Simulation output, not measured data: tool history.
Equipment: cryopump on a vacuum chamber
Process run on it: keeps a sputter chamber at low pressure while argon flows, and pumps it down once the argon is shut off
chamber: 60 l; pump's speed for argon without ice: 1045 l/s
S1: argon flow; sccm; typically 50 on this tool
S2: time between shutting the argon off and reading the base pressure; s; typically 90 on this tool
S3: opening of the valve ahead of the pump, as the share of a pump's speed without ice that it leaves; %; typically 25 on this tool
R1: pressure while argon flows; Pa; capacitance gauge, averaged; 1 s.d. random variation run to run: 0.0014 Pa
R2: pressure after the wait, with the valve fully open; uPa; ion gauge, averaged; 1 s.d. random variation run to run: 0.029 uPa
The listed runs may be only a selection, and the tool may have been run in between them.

run   hour  S1   S2  S3      R1    R2
  1      0  50   90  25  0.3259  1.77
  2   16.2  50   90  37  0.2216  1.76
  3   47.3  95   90  37  0.4212  1.82
  4   65.7  95   90  37  0.4176   1.8
  5   84.8  29   90  25  0.1888  1.88
  6  101.5  29   90  25  0.1905  1.84
  7  116.8  29  167  25  0.1894  1.27
  8  133.9  50  268  25   0.327   1.1
  9  151.6  50   90  25  0.3266  1.88
 10    166  50   90  25  0.3274  1.86
 11  192.5  50   90  25  0.3267  1.87
 12  207.2  50   90  25  0.3276  1.88
 13    221  50   90  25  0.3286  1.88
 14  241.9  50   90  25  0.3271  1.94
 15  268.8  50   90  25  0.3291  1.97
 16  290.6  50   90  25   0.329  1.92
 17  304.3  50  144  25  0.3319  1.53
 18  335.9  70   34  25  0.4629  3.87
 19  352.1  50  132  25  0.3287  1.64
 20  384.7  50  132  25  0.3299  1.65
 21  400.3  50  132  25  0.3304  1.64
 22  432.7  50  132  25  0.3318  1.69
 23    452  50   96  30  0.2787  1.94
 24  471.2  79  211  30  0.4413   1.4
 25  485.9  79   21  54  0.2506  5.84
 26  505.6  75   52  46  0.2763  2.92
 27  519.7  57  235  39  0.2473  1.42
 28  536.3  31   23  33  0.1567  5.26
 29  563.4  50   90  47  0.1817  2.09
 30  578.8  50   90  47  0.1829  2.06
 31  601.3  46   35  34   0.229  3.87
 32    633  46   35  34   0.229  3.98
 33  658.9  39   58  25   0.259  2.83
 34    679  45   35  38  0.2009  3.99

For some of the steps in R1 from one run to the next: how much would appear even if the tool had no hidden state, given the settings, what came in and random variation, and how much remains for the hidden state plus any gauge scatter that the measured result and the result without hidden state don't share?
Hidden conditions of the tool in this case: pump's speed, % of a pump's without ice; cold plate's temperature, K; leak into the chamber, uPa l/s; drift of the gauge itself on working_pa, %; drift of the gauge itself on base_upa, %.
Run 2 -> 3: S1 50 -> 95. R1 +0.1996 Pa: hidden state +0.0025, all else +0.1971.
Run 4 -> 5: S1 95 -> 29, S3 37 -> 25. R1 -0.2288 Pa: hidden state -0.0034, all else -0.2254.
Run 23 -> 24: S1 50 -> 79, S2 96 -> 211. R1 +0.1626 Pa: hidden state +0.0051, all else +0.1575.
Run 24 -> 25: S2 211 -> 21, S3 30 -> 54. R1 -0.1907 Pa: hidden state +0.0005, all else -0.1912.
Run 27 -> 28: S1 57 -> 31, S2 235 -> 23, S3 39 -> 33. R1 -0.0906 Pa: hidden state -0.0047, all else -0.0859.
Run 28 -> 29: S1 31 -> 50, S2 23 -> 90, S3 33 -> 47. R1 +0.025 Pa: hidden state +0.004, all else +0.021.

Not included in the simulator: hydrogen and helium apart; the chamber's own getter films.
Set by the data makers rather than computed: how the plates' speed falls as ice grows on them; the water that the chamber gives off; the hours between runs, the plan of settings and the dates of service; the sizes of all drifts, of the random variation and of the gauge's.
